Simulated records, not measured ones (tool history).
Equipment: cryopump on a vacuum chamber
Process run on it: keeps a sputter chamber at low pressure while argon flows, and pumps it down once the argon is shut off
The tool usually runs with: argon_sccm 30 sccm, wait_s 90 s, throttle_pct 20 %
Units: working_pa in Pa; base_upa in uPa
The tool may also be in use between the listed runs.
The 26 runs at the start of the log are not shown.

run,hour,argon_sccm,wait_s,throttle_pct,working_pa,base_upa
27,337.6,30,172,21,0.1125,2.09
28,354.4,30,172,21,0.1137,2.14
29,370.1,26,90,19,0.1081,2.46
30,387.8,26,90,19,0.1087,2.42
31,399.9,31,90,35,0.0728,2.47
32,416.1,31,90,35,0.0735,2.53
33,426.1,31,90,35,0.0730,2.45
34,444.0,17,181,28,0.0494,2.26
35,454.1,17,181,28,0.0487,2.27

What if the next run were any one of these 3? Each begins from the tool's condition after run 35:
A,462.8,31,37,28,?,?
B,462.8,47,37,43,?,?
C,462.8,12,235,20,?,?

run,working_pa,base_upa
A,0.0899,3.29
B,0.0920,3.28
C,0.0474,2.22
Without the tool's hidden state the same runs would have given:
run,working_pa,base_upa
A,0.0839,1.44
B,0.0829,1.42
C,0.0451,0.37
